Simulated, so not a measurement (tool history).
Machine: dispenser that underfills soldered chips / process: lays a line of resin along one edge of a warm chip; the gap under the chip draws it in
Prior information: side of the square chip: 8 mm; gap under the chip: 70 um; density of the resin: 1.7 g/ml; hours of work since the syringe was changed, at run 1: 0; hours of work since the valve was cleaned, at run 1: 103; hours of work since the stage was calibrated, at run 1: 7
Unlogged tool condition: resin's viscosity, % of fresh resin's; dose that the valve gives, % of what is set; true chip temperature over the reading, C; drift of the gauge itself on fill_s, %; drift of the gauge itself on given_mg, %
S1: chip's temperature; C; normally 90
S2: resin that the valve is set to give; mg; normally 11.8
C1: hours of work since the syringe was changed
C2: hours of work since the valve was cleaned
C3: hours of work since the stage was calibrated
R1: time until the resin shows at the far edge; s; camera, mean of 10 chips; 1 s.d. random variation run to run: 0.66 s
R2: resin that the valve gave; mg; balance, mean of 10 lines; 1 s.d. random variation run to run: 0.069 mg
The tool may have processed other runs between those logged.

Run 1, hour 0.0: usual settings; C1 0; C2 103; C3 7. Result: R1 62.6 s, R2 11.16 mg.
Run 2, hour 3.0: usual settings; C1 3; C2 105; C3 9. Result: R1 74.1 s, R2 11.12 mg.
Run 3, hour 6.4: usual settings; C1 5; C2 108; C3 12. Result: R1 91.6 s, R2 11.08 mg.
Run 4, hour 10.8: usual settings; C1 8; C2 111; C3 15. Result: R1 122.4 s, R2 11.04 mg.
At hour 14.1: new syringe of resin.
Run 5, hour 15.7: usual settings; C1 1; C2 114; C3 18. Result: R1 67.1 s, R2 11.22 mg.
Run 6, hour 19.3: usual settings; C1 4; C2 117; C3 21. Result: R1 83.0 s, R2 11.08 mg.
Run 7, hour 22.4: usual settings; C1 6; C2 119; C3 23. Result: R1 102.0 s, R2 11.08 mg.
Run 8, hour 28.3: usual settings but S1 97 C; C1 10; C2 123; C3 27. Result: R1 109.6 s, R2 11.20 mg.
At hour 29.1: new syringe of resin.
Run 9, hour 31.5: usual settings but S1 97 C; C1 2; C2 125; C3 29. Result: R1 52.1 s, R2 11.01 mg.
Run 10, hour 36.0: usual settings but S1 97 C; C1 5; C2 128; C3 32. Result: R1 69.3 s, R2 11.03 mg.
Run 11, hour 40.3: usual settings; C1 8; C2 131; C3 35. Result: R1 121.2 s, R2 11.01 mg.
At hour 43.8: new syringe of resin.
Run 12, hour 44.1: usual settings; C1 0; C2 134; C3 38. Result: R1 60.3 s, R2 11.10 mg.
Run 13, hour 48.3: usual settings; C1 3; C2 137; C3 41. Result: R1 77.4 s, R2 10.95 mg.
At hour 52.3: dispensing valve cleaned and set on the balance.
Run 14, hour 53.0: usual settings; C1 6; C2 0; C3 44. Result: R1 99.2 s, R2 11.88 mg.
Run 15, hour 56.7: usual settings; C1 8; C2 3; C3 46. Result: R1 123.8 s, R2 11.84 mg.
At hour 59.6: new syringe of resin.
Run 16, hour 63.5: usual settings; C1 3; C2 8; C3 51. Result: R1 75.2 s, R2 11.85 mg.
Run 17, hour 69.3: usual settings; C1 7; C2 12; C3 55. Result: R1 109.2 s, R2 11.75 mg.
Run 18, hour 72.3: usual settings; C1 9; C2 14; C3 57. Result: R1 132.1 s, R2 11.80 mg.
At hour 74.7: new syringe of resin.
Run 19, hour 76.1: usual settings; C1 1; C2 17; C3 60. Result: R1 64.7 s, R2 11.71 mg.
Run 20, hour 80.2: usual settings but S1 86 C, S2 13.9 mg; C1 4; C2 20; C3 63. Result: R1 100.0 s, R2 13.91 mg.
Run 21, hour 83.4: usual settings but S2 15.2 mg; C1 6; C2 22; C3 65. Result: R1 100.8 s, R2 15.04 mg.
At hour 89.6: new syringe of resin.
Run 22, hour 90.6: usual settings but S1 78 C, S2 11.1 mg; C1 1; C2 27; C3 70. Result: R1 107.1 s, R2 10.78 mg.
Run 23, hour 94.8: usual settings but S1 92 C, S2 10.5 mg; C1 4; C2 30; C3 73. Result: R1 78.8 s, R2 10.34 mg.
Run 24, hour 98.9: usual settings but S1 92 C, S2 10.5 mg; C1 7; C2 33; C3 76. Result: R1 99.9 s, R2 10.41 mg.
Run 25, hour 102.5: usual settings but S1 92 C, S2 10.5 mg; C1 9; C2 35; C3 78. Result: R1 125.9 s, R2 10.39 mg.
At hour 104.3: new syringe of resin.
Run 26, hour 107.1: usual settings but S2 14.7 mg; C1 2; C2 38; C3 82. Result: R1 68.8 s, R2 14.50 mg.
Run 27, hour 111.5: usual settings but S1 78 C; C1 5; C2 42; C3 85. Result: R1 159.7 s, R2 11.55 mg.
Run 28, hour 115.2: usual settings but S1 78 C; C1 8; C2 44; C3 87. Result: R1 201.9 s, R2 11.58 mg.
At hour 119.3: new syringe of resin.
Run 29, hour 121.7: usual settings but S1 83 C, S2 12.9 mg; C1 2; C2 49; C3 92. Result: R1 94.2 s, R2 12.56 mg.
Run 30, hour 125.0: usual settings but S1 76 C, S2 13.0 mg; C1 4; C2 51; C3 94. Result: R1 156.8 s, R2 12.67 mg.
Run 31, hour 128.7: usual settings but S1 99 C, S2 13.8 mg; C1 7; C2 54; C3 97. Result: R1 73.0 s, R2 13.50 mg.
At hour 134.3: new syringe of resin.
Run 32, hour 135.2: usual settings but S1 83 C, S2 12.8 mg; C1 1; C2 58; C3 101. Result: R1 86.9 s, R2 12.50 mg.
Run 33, hour 138.3: usual settings but S1 83 C, S2 12.8 mg; C1 3; C2 60; C3 103. Result: R1 106.3 s, R2 12.48 mg.
Run 34, hour 142.0: usual settings but S1 93 C, S2 13.3 mg; C1 6; C2 63; C3 106. Result: R1 85.5 s, R2 12.96 mg.
Run 35, hour 146.6: usual settings but S1 89 C, S2 12.9 mg; C1 9; C2 66; C3 109. Result: R1 139.3 s, R2 12.48 mg.
At hour 149.5: new syringe of resin.
Run 36, hour 151.4: usual settings but S1 103 C, S2 11.1 mg; C1 1; C2 69; C3 113. Result: R1 40.3 s, R2 10.74 mg.

Forecast each of these 4 alternatives for the next run:
Run A, hour 156.4: usual settings but S2 14.0 mg; C1 5; C2 73; C3 116. Result: R1 ?, R2 ?.
Run B, hour 156.4: usual settings but S1 92 C, S2 11.4 mg; C1 5; C2 73; C3 116. Result: R1 ?, R2 ?.
Run C, hour 156.4: usual settings but S1 104 C, S2 10.3 mg; C1 5; C2 73; C3 116. Result: R1 ?, R2 ?.
Run D, hour 156.4: usual settings but S1 96 C, S2 11.4 mg; C1 5; C2 73; C3 116. Result: R1 ?, R2 ?.

run    R1     R2
  A  90.2  13.44
  B  86.2  11.04
  C  53.6   9.94
  D  71.8  11.01
The same runs, with their run-to-run variation unchanged, on a tool lacking any hidden condition would have given:
run    R1     R2
  A  57.0  13.92
  B  54.1  11.43
  C  33.8  10.29
  D  45.2  11.40
